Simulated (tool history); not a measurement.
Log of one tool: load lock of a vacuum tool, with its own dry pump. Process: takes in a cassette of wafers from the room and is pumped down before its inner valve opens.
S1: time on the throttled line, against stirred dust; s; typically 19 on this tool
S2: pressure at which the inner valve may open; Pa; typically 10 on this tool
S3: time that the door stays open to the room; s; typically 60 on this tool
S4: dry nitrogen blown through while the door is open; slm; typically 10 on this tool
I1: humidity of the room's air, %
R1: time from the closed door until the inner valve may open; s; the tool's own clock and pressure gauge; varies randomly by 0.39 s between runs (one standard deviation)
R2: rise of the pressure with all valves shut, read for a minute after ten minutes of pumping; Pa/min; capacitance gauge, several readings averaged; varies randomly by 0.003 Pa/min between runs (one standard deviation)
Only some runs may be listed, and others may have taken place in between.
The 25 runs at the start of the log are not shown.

run	hour	S1	S2	S3	S4	I1	R1	R2
26	6160.1	17	10	36	10	48	41	0.284
27	6357.2	20	18	61	43	41.7	40.6	0.275
28	6551.5	36	18	61	43	48	51.7	0.28
29	6862.3	36	18	61	43	43.4	51.7	0.29
30	7058.3	22	8	207	4	45	45.2	0.411
31	7397.2	19	12	60	13	43	41.2	0.328
32	7688.1	19	12	60	13	46.1	41.8	0.335
33	7940.1	21	10	60	39	46	43.8	0.323
34	8126.5	19	10	123	10	48.3	42.5	0.383
35	8290.8	19	10	123	10	45.7	42.6	0.386

Below are 4 alternative next runs, each starting from the tool's condition after run 35. Predict each:
A	8482.9	19	11	27	6	45.6	?	?
B	8482.9	14	16	60	10	45.7	?	?
C	8482.9	30	15	60	10	46.6	?	?
D	8482.9	24	10	112	10	42.5	?	?

run	R1	R2
A	42.9	0.353
B	37.5	0.364
C	49.3	0.37
D	46.3	0.382
Without the tool's unlogged condition, the same runs would have read:
run	R1	R2
A	40.5	0.03
B	35.1	0.038
C	47.4	0.042
D	43.9	0.055

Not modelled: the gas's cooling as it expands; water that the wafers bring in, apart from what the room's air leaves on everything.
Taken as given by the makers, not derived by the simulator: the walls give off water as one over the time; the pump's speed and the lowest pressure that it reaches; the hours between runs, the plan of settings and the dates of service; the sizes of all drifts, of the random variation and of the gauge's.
